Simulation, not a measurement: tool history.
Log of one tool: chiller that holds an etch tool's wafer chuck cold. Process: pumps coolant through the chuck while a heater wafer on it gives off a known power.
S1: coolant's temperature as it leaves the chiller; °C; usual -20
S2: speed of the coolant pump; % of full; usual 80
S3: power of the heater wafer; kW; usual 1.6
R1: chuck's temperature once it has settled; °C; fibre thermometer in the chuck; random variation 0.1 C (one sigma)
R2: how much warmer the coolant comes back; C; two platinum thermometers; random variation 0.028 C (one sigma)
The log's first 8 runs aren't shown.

run 9 hour=237.3 | S1=-20 S2=83 S3=1.6 | R1=-9.1 R2=5.01
run 10 hour=262.8 | S1=-30 S2=83 S3=1.6 | R1=-19.2 R2=5.05
run 11 hour=293.8 | S1=-20 S2=80 S3=2.156 | R1=-4.7 R2=7.11
run 12 hour=328.6 | S1=-20 S2=80 S3=1.6 | R1=-8.7 R2=5.27
run 13 hour=345.4 | S1=-20 S2=80 S3=1.6 | R1=-8.8 R2=5.24
run 14 hour=376 | S1=-20 S2=80 S3=1.6 | R1=-8.7 R2=5.3
run 15 hour=392.8 | S1=-20 S2=80 S3=1.6 | R1=-8.5 R2=5.28
run 16 hour=411.2 | S1=-20 S2=80 S3=1.6 | R1=-8.6 R2=5.26
run 17 hour=446.1 | S1=-20 S2=80 S3=1.6 | R1=-8.6 R2=5.3
run 18 hour=470.8 | S1=-11 S2=80 S3=1.317 | R1=-1.8 R2=4.4
run 19 hour=504.4 | S1=-21 S2=93 S3=1.6 | R1=-11.4 R2=4.45
run 20 hour=534.5 | S1=-21 S2=93 S3=1.6 | R1=-11.4 R2=4.45
run 21 hour=551.4 | S1=-21 S2=94 S3=1.6 | R1=-11.7 R2=4.37
run 22 hour=581.7 | S1=-30 S2=93 S3=1.012 | R1=-24 R2=2.84
run 23 hour=616.9 | S1=-13 S2=91 S3=1.945 | R1=-0.7 R2=5.5
run 24 hour=635.6 | S1=-25 S2=71 S3=0.931 | R1=-17.6 R2=3.55
run 25 hour=655.9 | S1=-16 S2=71 S3=0.826 | R1=-9.4 R2=3.13
run 26 hour=679.6 | S1=-30 S2=65 S3=2.1 | R1=-11.3 R2=8.76
run 27 hour=716.8 | S1=-20 S2=98 S3=1.903 | R1=-9.1 R2=4.93
run 28 hour=742.4 | S1=-27 S2=90 S3=0.856 | R1=-21.8 R2=2.45
run 29 hour=765.7 | S1=-21 S2=60 S3=1.607 | R1=-5.5 R2=7.39
run 30 hour=787 | S1=-29 S2=95 S3=1.583 | R1=-19.7 R2=4.32
run 31 hour=809.8 | S1=-29 S2=95 S3=1.583 | R1=-19.7 R2=4.26

Forecast each of these 4 alternatives for the next run:
run A hour=835.7 | S1=-20 S2=89 S3=1.352 | R1=? R2=?
run B hour=835.7 | S1=-29 S2=97 S3=1.127 | R1=? R2=?
run C hour=835.7 | S1=-29 S2=73 S3=1.055 | R1=? R2=?
run D hour=835.7 | S1=-29 S2=71 S3=1.6 | R1=? R2=?

run=A R1=-11.5 R2=3.99
run=B R1=-22.5 R2=2.98
run=C R1=-20.9 R2=3.86
run=D R1=-16.1 R2=6.04
Without the tool's hidden state the same runs would have given:
run=A R1=-12.1 R2=3.92
run=B R1=-22.9 R2=2.93
run=C R1=-21.4 R2=3.79
run=D R1=-17.1 R2=5.93
